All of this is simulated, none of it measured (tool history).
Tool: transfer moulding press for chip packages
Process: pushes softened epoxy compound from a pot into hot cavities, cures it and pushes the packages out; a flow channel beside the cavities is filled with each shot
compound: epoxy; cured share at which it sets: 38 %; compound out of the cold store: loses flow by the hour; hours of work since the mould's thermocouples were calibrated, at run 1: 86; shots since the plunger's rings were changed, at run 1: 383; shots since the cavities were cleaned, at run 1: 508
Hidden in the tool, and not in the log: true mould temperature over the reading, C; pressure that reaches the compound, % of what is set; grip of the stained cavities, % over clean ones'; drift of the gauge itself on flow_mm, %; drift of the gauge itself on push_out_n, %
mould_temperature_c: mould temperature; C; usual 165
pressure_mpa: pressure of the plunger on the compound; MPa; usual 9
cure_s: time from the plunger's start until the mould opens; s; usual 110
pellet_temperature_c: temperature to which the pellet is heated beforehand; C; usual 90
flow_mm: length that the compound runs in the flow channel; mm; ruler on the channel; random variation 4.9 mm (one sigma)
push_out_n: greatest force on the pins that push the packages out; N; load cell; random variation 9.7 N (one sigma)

run	hour	mould_temperature_c	pressure_mpa	cure_s	pellet_temperature_c	hours of work since the mould's thermocouples were calibrated	shots since the plunger's rings were changed	shots since the cavities were cleaned	incoming compound's hours out of the cold store	flow_mm	push_out_n
1	0	165	9	110	90	86	383	508	8.4	540	672
2	7.1	165	9	110	90	89	443	568	33.4	472	671
3	13.7	165	6.93	110	90	93	499	624	13	471	727
# hour 16: cavities cleaned with cleaning compound and waxed
4	22.5	165	6.93	110	90	97	561	55	47.2	393	731
5	32.9	165	6.93	110	90	102	649	143	9.7	473	831
# hour 44.4: cavities cleaned with cleaning compound and waxed, once more
6	44.9	165	6.93	110	90	107	737	4	30.8	414	451
7	53	165	10.25	110	90	112	806	73	26.3	520	494
8	60.7	169	8.77	110	90	116	871	138	21.2	484	462
9	70.9	159	9.12	110	98	121	957	224	24.6	506	836
10	78.2	172	9	110	93	125	1019	286	47.4	421	453
11	88.4	161	9.49	110	86	130	1105	372	44.1	466	763
12	98.7	161	9.49	93	86	136	1192	459	17	528	1312
13	108.4	172	9	110	90	141	1274	541	12.8	515	535
14	117.3	161	10.19	110	90	145	1349	616	8.9	571	988

4 ways to go on from here, each from the tool as it stands after run 14. What would each give?
# hour 121.3: cavities cleaned with cleaning compound and waxed
A	127.8	159	9	144	92	150	1425	55	41.3	?	?
# hour 121.3: cavities cleaned with cleaning compound and waxed
B	127.8	165	10.97	102	90	150	1425	55	33	?	?
# hour 121.3: cavities cleaned with cleaning compound and waxed
C	127.8	161	10.19	98	89	150	1425	55	16.8	?	?
# hour 121.3: cavities cleaned with cleaning compound and waxed
D	127.8	171	9	105	90	150	1425	55	43.9	?	?

run	flow_mm	push_out_n
A	457	427
B	508	550
C	550	880
D	439	393
Without the tool's hidden state the same runs would have given:
run	flow_mm	push_out_n
A	467	397
B	519	512
C	562	820
D	449	365

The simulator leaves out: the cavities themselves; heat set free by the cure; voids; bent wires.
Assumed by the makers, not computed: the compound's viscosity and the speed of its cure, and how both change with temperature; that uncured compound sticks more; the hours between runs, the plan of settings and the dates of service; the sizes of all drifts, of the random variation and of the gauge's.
